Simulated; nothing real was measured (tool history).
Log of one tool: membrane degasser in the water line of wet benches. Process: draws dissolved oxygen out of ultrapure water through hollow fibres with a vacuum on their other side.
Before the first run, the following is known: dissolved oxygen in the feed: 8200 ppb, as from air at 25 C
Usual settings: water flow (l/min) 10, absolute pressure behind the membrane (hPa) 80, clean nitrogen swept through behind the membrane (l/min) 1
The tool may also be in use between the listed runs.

run	hour	water flow (l/min)	absolute pressure behind the membrane (hPa)	clean nitrogen swept through behind the membrane (l/min)	dissolved oxygen in the water behind the degasser (ppb)	pressure that the water loses in the fibres (hPa)
1	0	10	80	1	321	558.6
2	55.9	10	80	1	318.6	562.8
3	128.2	10	80	1	317.8	558.3
4	163.3	10	80	1	320.6	561.6
5	202.5	10	98.2	1	362.7	559.4
6	273.4	16	80	1	596.5	894.1
7	307.5	10	80	1	320.1	558.3
8	355.6	10	84.2	1	323.1	560.9
9	430.6	10	84.2	1	331.3	554.7
10	500.3	10	62.9	1	279.5	561.7
11	562.7	10	62.9	1	280.3	558.4
12	609.3	10	62.9	1	282.7	557.3
13	684.3	10	168.3	1	521.4	558.4
14	747.1	10	168.3	1	507.9	562.4
15	827.2	10	168.3	1	514.9	558.5
16	887.3	10	168.3	1	512.8	562.8
# hour 893.2: vacuum gauge calibrated
17	930.5	12	112.7	2.81	362.6	672.9
18	986.9	12	112.7	2.81	367.9	670.9
19	1067.4	14	112.7	2.81	459.5	787.7
20	1102.9	10	82.4	1	327.5	563.7
21	1145	10	82.4	1	335.5	559.9
22	1214.1	14	113.8	1.87	506.8	782.6
23	1288.9	14	113.8	1.87	493.1	788.3
24	1322.8	8	126.2	1.87	239.6	449.4
# hour 1376: vacuum gauge calibrated, once more
25	1376.3	6	151.5	1.64	188	335.5
26	1416.1	16	55.8	0.64	559.8	896.9
27	1463.1	10	95.8	1	351.7	555.2
28	1500.4	6	95.8	1	168.5	339.4
29	1578.7	6	95.8	1	172.9	340
30	1614.6	15	191.7	1	872.6	841.2
31	1692	8	110	1	291.4	451.5
32	1749.7	8	96.9	0.93	269	455.4

Results for each run, recomputed without the tool's hidden state and with each run's random variation untouched:
The tool's hidden condition here consists of: membrane still open, %; true pressure behind the membrane over the reading, kPa; air that leaks in behind the membrane, l/min; drift of the gauge itself on oxygen_ppb, %; drift of the gauge itself on loss_of_pressure_kpa, %.
run	dissolved oxygen in the water behind the degasser (ppb)	pressure that the water loses in the fibres (hPa)
1	314.2	556.8
2	311.6	560.9
3	310.5	556.2
4	313.1	559.4
5	354.9	557.1
6	584.5	890.2
7	311.9	555.7
8	314.8	558.2
9	322.5	551.8
10	270.6	558.7
11	271	555.2
12	273.2	554
13	510.6	554.8
14	497.1	558.7
15	503.5	554.6
16	501.1	558.8
17	352.3	667.9
18	357.1	665.8
19	446.6	781.4
20	313.7	559.1
21	321.2	555.2
22	491.2	775.8
23	477.5	781.2
24	230.2	445.3
25	183.2	332.3
26	548.6	888.3
27	343.8	549.7
28	164	336
29	168	336.6
30	859.4	832.4
31	283.8	446.6
32	261.6	450.4
